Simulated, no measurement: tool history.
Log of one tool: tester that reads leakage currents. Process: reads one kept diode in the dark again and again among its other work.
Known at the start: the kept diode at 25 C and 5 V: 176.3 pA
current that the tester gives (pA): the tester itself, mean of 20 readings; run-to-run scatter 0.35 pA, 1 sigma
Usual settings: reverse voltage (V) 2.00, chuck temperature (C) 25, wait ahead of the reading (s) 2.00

run	hour	reverse voltage (V)	chuck temperature (C)	wait ahead of the reading (s)	current that the tester gives (pA)
1	0.0	2.00	25	2.00	119.28
2	22.3	2.00	25	2.00	119.10
3	67.0	2.00	25	2.00	119.95
4	100.8	2.00	25	2.00	119.20
5	151.9	2.00	25	2.00	120.13
6	186.8	1.85	25	2.00	116.53
7	230.3	2.00	25	2.00	120.31
8	259.2	2.00	25	2.00	121.81
9	292.7	2.96	25	2.00	145.39
10	340.6	2.96	25	2.00	146.13
11	376.4	2.00	25	2.00	122.13
12	423.3	2.00	25	6.83	123.08
13	450.9	2.00	25	2.00	122.83
14	498.6	2.00	21	2.00	88.43
15	530.4	1.57	21	2.00	79.89
16	572.6	2.00	25	2.45	123.65
17	594.9	2.00	25	2.45	124.73
18	623.8	2.00	25	2.45	124.83
19	676.1	2.00	25	2.45	125.08
20	714.7	2.00	25	2.00	125.13
21	748.2	3.95	25	0.40	172.02
22	789.7	3.95	25	0.40	172.52
23	825.6	3.83	54	2.00	1436.54
24	854.6	6.85	31	2.00	356.41
25	898.0	9.80	31	2.00	421.12
26	949.4	9.80	31	2.00	424.12
27	992.1	9.80	31	2.00	425.22
28	1030.1	9.80	31	2.00	426.68
29	1075.2	19.67	25	1.35	375.48
30	1098.0	19.67	25	1.35	375.67
31	1144.2	19.67	25	1.35	376.62
32	1188.6	8.99	25	1.35	259.53
33	1238.2	8.99	25	7.58	262.10
34	1285.3	16.84	25	5.54	354.25
35	1328.1	3.40	25	7.16	167.06
36	1353.0	2.60	42	6.16	537.93
37	1403.8	2.60	42	6.16	540.39
38	1445.7	2.07	43	4.08	522.04
39	1492.7	1.61	52	2.56	880.81

Branching from run 39: 5 alternative next runs. What would each branch give?
A	1543.1	10.00	37	4.34	?
B	1543.1	1.02	52	8.59	?
C	1543.1	1.61	52	4.19	?
D	1543.1	2.78	24	5.48	?
E	1543.1	10.44	51	2.04	?

run	current that the tester gives (pA)
A	696.66
B	717.13
C	880.66
D	142.01
E	1920.26
Had the tool no hidden state, the same runs would have come out as:
run	current that the tester gives (pA)
A	617.72
B	651.63
C	799.83
D	124.05
E	1735.39
